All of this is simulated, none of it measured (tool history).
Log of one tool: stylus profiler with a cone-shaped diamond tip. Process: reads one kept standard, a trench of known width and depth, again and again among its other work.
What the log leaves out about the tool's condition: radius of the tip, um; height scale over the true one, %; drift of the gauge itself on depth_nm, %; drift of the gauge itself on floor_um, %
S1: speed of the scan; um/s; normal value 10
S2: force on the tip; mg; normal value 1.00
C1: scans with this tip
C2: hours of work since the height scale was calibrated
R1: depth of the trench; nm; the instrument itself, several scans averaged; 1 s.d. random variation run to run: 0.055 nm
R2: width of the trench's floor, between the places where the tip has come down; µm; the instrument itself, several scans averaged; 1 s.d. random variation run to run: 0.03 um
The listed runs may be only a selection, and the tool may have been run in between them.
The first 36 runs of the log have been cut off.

run    hour  S1    S2    C1   C2      R1     R2
 37   862.0   5  1.78  7642  578  100.53  18.20
 38   882.0  10  0.40  7802  590  100.08  17.99
 39   913.9  31  0.43  8056  609   99.97  17.68
 40   930.5   4  0.35  8189  619   99.94  18.07
 41   954.6   4  0.35  8382  634   99.90  18.06
 42   974.1   3  0.35  8537  645   99.97  18.13
 43  1006.6  39  0.47  8797  665   99.94  17.61
 44  1027.5  15  1.18  8964  678  100.19  17.98
 45  1060.5  15  1.07  9228  698  100.23  17.91
 46  1086.8   3  2.01  9438  714  100.36  18.07
 47  1118.9   4  1.26  9694  733  100.19  17.99

Forecast each of these 4 alternatives for the next run:
  A  1152.2  16  1.78  9960  753   ?   ?
  B  1152.2   7  0.55  9960  753   ?   ?
  C  1152.2  25  0.91  9960  753   ?   ?
  D  1152.2  12  0.51  9960  753   ?   ?

run      R1     R2
  A  100.37  17.92
  B   99.99  17.96
  C  100.11  17.85
  D   99.96  17.90
Take away the tool's hidden state, keep each run's random variation, and the runs would have read:
run      R1     R2
  A  100.69  18.62
  B  100.30  18.67
  C  100.42  18.56
  D  100.28  18.61

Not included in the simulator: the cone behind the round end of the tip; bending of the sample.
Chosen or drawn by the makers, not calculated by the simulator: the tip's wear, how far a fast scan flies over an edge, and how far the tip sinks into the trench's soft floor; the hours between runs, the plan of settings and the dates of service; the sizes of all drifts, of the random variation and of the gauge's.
